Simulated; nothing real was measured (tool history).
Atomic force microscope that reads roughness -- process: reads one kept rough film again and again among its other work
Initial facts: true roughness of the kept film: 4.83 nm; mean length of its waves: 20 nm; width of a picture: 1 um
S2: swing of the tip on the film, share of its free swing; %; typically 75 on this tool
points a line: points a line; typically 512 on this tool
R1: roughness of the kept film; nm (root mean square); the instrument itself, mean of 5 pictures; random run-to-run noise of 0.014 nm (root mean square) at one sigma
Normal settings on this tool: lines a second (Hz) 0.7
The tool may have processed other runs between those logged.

Run 1, hour 0: usual settings. Result: R1 2.762 nm (root mean square).
Run 2, hour 10.6: usual settings. Result: R1 2.652 nm (root mean square).
Run 3, hour 15.6: usual settings but lines a second (Hz) 2.724. Result: R1 2.246 nm (root mean square).
Run 4, hour 23.4: usual settings. Result: R1 2.557 nm (root mean square).
Run 5, hour 33: usual settings but S2 59 %. Result: R1 2.548 nm (root mean square).
Run 6, hour 41.1: usual settings but S2 59 %. Result: R1 2.498 nm (root mean square).
Run 7, hour 52.1: usual settings but lines a second (Hz) 2.799, S2 59 %. Result: R1 2.255 nm (root mean square).
Run 8, hour 63.5: usual settings. Result: R1 3.319 nm (root mean square).
Run 9, hour 70.8: usual settings. Result: R1 3.257 nm (root mean square).
Run 10, hour 78.6: usual settings but S2 86 %. Result: R1 3.016 nm (root mean square).
Run 11, hour 88.1: usual settings but S2 86 %. Result: R1 2.913 nm (root mean square).
Run 12, hour 94.2: usual settings but S2 86 %. Result: R1 2.82 nm (root mean square).
Run 13, hour 105.5: usual settings but S2 86 %, points a line 601. Result: R1 2.708 nm (root mean square).
Run 14, hour 112.5: usual settings but S2 86 %, points a line 601. Result: R1 2.649 nm (root mean square).
Run 15, hour 123.6: usual settings. Result: R1 2.666 nm (root mean square).
Run 16, hour 130.1: usual settings. Result: R1 2.6 nm (root mean square).
Run 17, hour 136.8: usual settings but lines a second (Hz) 0.93. Result: R1 2.496 nm (root mean square).
Run 18, hour 142.3: usual settings but lines a second (Hz) 0.93. Result: R1 2.459 nm (root mean square).
Run 19, hour 147.4: usual settings but lines a second (Hz) 0.93. Result: R1 2.407 nm (root mean square).
Run 20, hour 155.4: usual settings but lines a second (Hz) 0.93. Result: R1 2.364 nm (root mean square).
Run 21, hour 164.7: usual settings but lines a second (Hz) 0.93. Result: R1 2.291 nm (root mean square).
Run 22, hour 174.7: usual settings but lines a second (Hz) 0.93. Result: R1 2.258 nm (root mean square).
Run 23, hour 182.2: usual settings but lines a second (Hz) 0.93. Result: R1 3.212 nm (root mean square).
Run 24, hour 191.1: usual settings but lines a second (Hz) 0.93. Result: R1 3.124 nm (root mean square).
Run 25, hour 201.6: usual settings but lines a second (Hz) 0.93. Result: R1 2.989 nm (root mean square).
Run 26, hour 210.3: usual settings but lines a second (Hz) 0.93. Result: R1 2.919 nm (root mean square).
Run 27, hour 218.6: usual settings but lines a second (Hz) 0.93. Result: R1 2.819 nm (root mean square).
Run 28, hour 225.5: usual settings but lines a second (Hz) 0.93. Result: R1 2.728 nm (root mean square).
Run 29, hour 230.8: usual settings but lines a second (Hz) 0.93. Result: R1 2.693 nm (root mean square).
Run 30, hour 239.8: usual settings but lines a second (Hz) 2.14, S2 65 %, points a line 528. Result: R1 2.545 nm (root mean square).
Run 31, hour 248: usual settings but S2 62 %, points a line 404. Result: R1 2.672 nm (root mean square).
Run 32, hour 255.1: usual settings but lines a second (Hz) 1.789, S2 84 %, points a line 277. Result: R1 2.174 nm (root mean square).
Run 33, hour 262.4: usual settings but lines a second (Hz) 3.579, S2 87 %, points a line 603. Result: R1 1.72 nm (root mean square).
Run 34, hour 270.2: usual settings but lines a second (Hz) 3.579, S2 87 %, points a line 603. Result: R1 1.68 nm (root mean square).
Run 35, hour 279.3: usual settings but lines a second (Hz) 3.283. Result: R1 1.946 nm (root mean square).
Run 36, hour 288.7: usual settings but lines a second (Hz) 1.476, S2 70 %, points a line 437. Result: R1 2.214 nm (root mean square).
Run 37, hour 298: usual settings but lines a second (Hz) 2.643, S2 61 %, points a line 505. Result: R1 2.16 nm (root mean square).
Run 38, hour 303.6: usual settings but S2 57 %. Result: R1 3.476 nm (root mean square).
Run 39, hour 309: usual settings but lines a second (Hz) 0.804, S2 78 %, points a line 773. Result: R1 3.205 nm (root mean square).
Run 40, hour 319: usual settings but lines a second (Hz) 0.861, S2 90 %. Result: R1 2.897 nm (root mean square).
Run 41, hour 325.6: usual settings but lines a second (Hz) 1.311, S2 82 %, points a line 531. Result: R1 2.784 nm (root mean square).
Run 42, hour 332.2: usual settings but lines a second (Hz) 1.311, S2 82 %, points a line 531. Result: R1 2.725 nm (root mean square).
Run 43, hour 337.1: usual settings but lines a second (Hz) 1.311, S2 82 %, points a line 531. Result: R1 2.675 nm (root mean square).
Run 44, hour 348.4: usual settings but lines a second (Hz) 1.125, S2 82 %, points a line 531. Result: R1 2.655 nm (root mean square).
Run 45, hour 356.5: usual settings but lines a second (Hz) 1.125, S2 82 %, points a line 531. Result: R1 2.567 nm (root mean square).
Run 46, hour 362.5: usual settings but lines a second (Hz) 2.423, S2 67 %, points a line 531. Result: R1 2.539 nm (root mean square).
Run 47, hour 371.8: usual settings but lines a second (Hz) 1.624, S2 86 %, points a line 531. Result: R1 2.218 nm (root mean square).
Run 48, hour 381.6: usual settings but lines a second (Hz) 0.913, S2 86 %, points a line 600. Result: R1 2.344 nm (root mean square).
Run 49, hour 387.3: usual settings but lines a second (Hz) 3.458, S2 58 %, points a line 996. Result: R1 2.379 nm (root mean square).
Run 50, hour 392.5: usual settings but S2 67 %. Result: R1 2.475 nm (root mean square).
Run 51, hour 399.7: usual settings but lines a second (Hz) 0.996, S2 74 %, points a line 826. Result: R1 2.321 nm (root mean square).
Run 52, hour 409.6: usual settings but lines a second (Hz) 2.291, points a line 586. Result: R1 2.056 nm (root mean square).
Run 53, hour 420.9: usual settings but lines a second (Hz) 2.291, points a line 586. Result: R1 2.913 nm (root mean square).
Run 54, hour 427.1: usual settings but lines a second (Hz) 2.165, S2 76 %, points a line 272. Result: R1 2.745 nm (root mean square).

Put back what was entered between runs (6 entries, withheld): which listed runs does each sit between, and how does the hidden state differ from the listed run before to the listed run after?
After run 7, before run 8: new tip fitted (hour 61.5)
  radius of the tip, nm: 19.9 -> 7.5; height scale over the true one, %: 0.01 -> 0
  the result without the hidden state subtracted from the measured one, R1: -1.038 -> -0.056 nm (root mean square)
After run 22, before run 23: new tip fitted (hour 180.6)
  radius of the tip, nm: 20.8 -> 7.8
  the result without the hidden state subtracted from the measured one, R1: -1.115 -> -0.091 nm (root mean square)
After run 27, before run 28: height scale calibrated on a step standard (hour 220.5)
  radius of the tip, nm: 12.2 -> 13; height scale over the true one, %: -0.07 -> -0.09
  the result without the hidden state subtracted from the measured one, R1: -0.525 -> -0.585 nm (root mean square)
After run 30, before run 31: height scale calibrated on a step standard, once more (hour 244.9)
  radius of the tip, nm: 14.7 -> 15.5; height scale over the true one, %: -0.1 -> 0.16
  the result without the hidden state subtracted from the measured one, R1: -0.705 -> -0.808 nm (root mean square)
After run 37, before run 38: new tip fitted (hour 301.7)
  radius of the tip, nm: 21.5 -> 7.4
  the result without the hidden state subtracted from the measured one, R1: -1.114 -> -0.051 nm (root mean square)
After run 52, before run 53: new tip fitted (hour 420.9)
  radius of the tip, nm: 20.2 -> 8.2; height scale over the true one, %: 0.09 -> 0.08
  the result without the hidden state subtracted from the measured one, R1: -0.965 -> -0.118 nm (root mean square)

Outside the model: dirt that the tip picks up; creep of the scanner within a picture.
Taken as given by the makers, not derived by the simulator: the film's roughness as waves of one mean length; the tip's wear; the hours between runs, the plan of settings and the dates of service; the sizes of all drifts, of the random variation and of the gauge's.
